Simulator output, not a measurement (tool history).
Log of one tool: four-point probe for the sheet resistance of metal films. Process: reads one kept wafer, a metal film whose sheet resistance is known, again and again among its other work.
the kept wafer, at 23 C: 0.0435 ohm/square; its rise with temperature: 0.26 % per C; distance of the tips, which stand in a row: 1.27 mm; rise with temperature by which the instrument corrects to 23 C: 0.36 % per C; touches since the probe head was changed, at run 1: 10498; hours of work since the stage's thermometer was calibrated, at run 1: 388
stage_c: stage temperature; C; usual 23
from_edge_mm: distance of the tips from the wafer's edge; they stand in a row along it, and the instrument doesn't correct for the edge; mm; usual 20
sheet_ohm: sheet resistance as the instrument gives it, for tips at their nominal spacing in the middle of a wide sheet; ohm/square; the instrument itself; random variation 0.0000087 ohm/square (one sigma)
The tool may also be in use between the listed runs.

run,hour,stage_c,from_edge_mm,touches since the probe head was changed,hours of work since the stage's thermometer was calibrated,sheet_ohm
1,0.0,23,20,10498,388,0.043677
2,26.5,23,20,11057,406,0.043662
3,60.1,23,20,11765,428,0.043670
4,115.6,23,10,12934,466,0.043976
5,162.9,23,10,13933,498,0.043974
6,185.8,23,20,14416,513,0.043700
7,211.4,30,10,14956,530,0.043696
8,242.7,30,10,15615,551,0.043688
9,275.2,20,51,16299,573,0.043774
10,324.1,20,5,17331,606,0.045209
11,348.8,27,15,17851,623,0.043619
12,403.0,27,15,18995,659,0.043634

Hidden state or all else? Some run-to-run changes of sheet_ohm, split into what the settings, what came in and random variation would give without the hidden state, and what is left for the hidden state (with any gauge scatter that isn't in both results):
The hidden state here: inner tips' distance over the nominal, %; tips' flats over new ones', %; wafer's true temperature over the reading, C; drift of the gauge itself on sheet_ohm, %.
Run 3 -> 4: from_edge_mm 20 -> 10. sheet_ohm +0.000306 ohm/square: hidden state +0.000011, all else +0.000295.
Run 10 -> 11: stage_c 20 -> 27, from_edge_mm 5 -> 15. sheet_ohm -0.001590 ohm/square: hidden state +0.000001, all else -0.001591.
